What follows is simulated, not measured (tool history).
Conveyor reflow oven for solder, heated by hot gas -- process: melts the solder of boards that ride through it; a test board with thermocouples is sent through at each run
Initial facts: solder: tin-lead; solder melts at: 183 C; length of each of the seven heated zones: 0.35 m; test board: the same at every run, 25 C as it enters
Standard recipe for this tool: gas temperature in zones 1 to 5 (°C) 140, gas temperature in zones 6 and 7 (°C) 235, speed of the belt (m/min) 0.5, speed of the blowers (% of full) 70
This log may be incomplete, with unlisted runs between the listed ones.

run,day,gas temperature in zones 1 to 5 (°C),gas temperature in zones 6 and 7 (°C),speed of the belt (m/min),speed of the blowers (% of full),highest temperature of the board (°C),time above the solder's melting point (s)
1,0,140,235,0.5,70,217.7,64.9
2,0.742,140,235,0.5,70,218,63.8
3,1.925,140,235,0.592,70,211.6,48
4,2.588,140,235,0.592,70,211.5,48.7
5,3.367,140,235,0.5,70,217.4,65.4
6,4.454,140,235,0.5,70,217.3,64.6
7,5.642,140,235,0.5,70,216.3,63.6
8,6.871,140,235,0.5,70,217.2,63.4
9,7.958,140,235,0.5,70,215.8,64.6
10,9.05,140,235,0.5,70,216.9,64.1
11,10.042,140,235,0.5,70,217.1,64.9
12,11.188,140,235,0.5,70,216.5,63.6
13,11.829,140,235,0.5,70,216.8,63.9
14,13.088,140,235,0.5,70,217,63.9
15,13.688,140,235,0.5,70,216.3,63.5
16,14.404,140,235,0.5,70,217.5,63.8
17,15.1,140,229,0.5,70,210.4,58.5
18,15.942,140,229,0.537,52,204.3,44.4
19,16.842,140,229,0.537,52,204.6,44.1
20,17.858,140,235,0.5,66,215.6,61.8
21,18.967,151,238,0.558,88,219.9,64.5
22,20.238,151,238,0.558,88,219.5,64
23,20.888,140,235,0.538,70,212.7,56.3
24,21.762,140,235,0.538,70,213.2,57
# day 22.225: flux residue cleaned out of gas plates and filters
25,22.908,140,235,0.538,70,216.4,60.2
26,23.846,140,235,0.507,70,219,64.9
27,24.688,140,235,0.507,70,218.4,64.8

Forecast run 28:
28,25.238,132,235,0.5,70,?,?

{"run 28": {"highest temperature of the board (°C)": 217.7, "time above the solder's melting point (s)": 64}}
Without the tool's hidden state the same run would have given highest temperature of the board (°C) 219, time above the solder's melting point (s) 63.8.
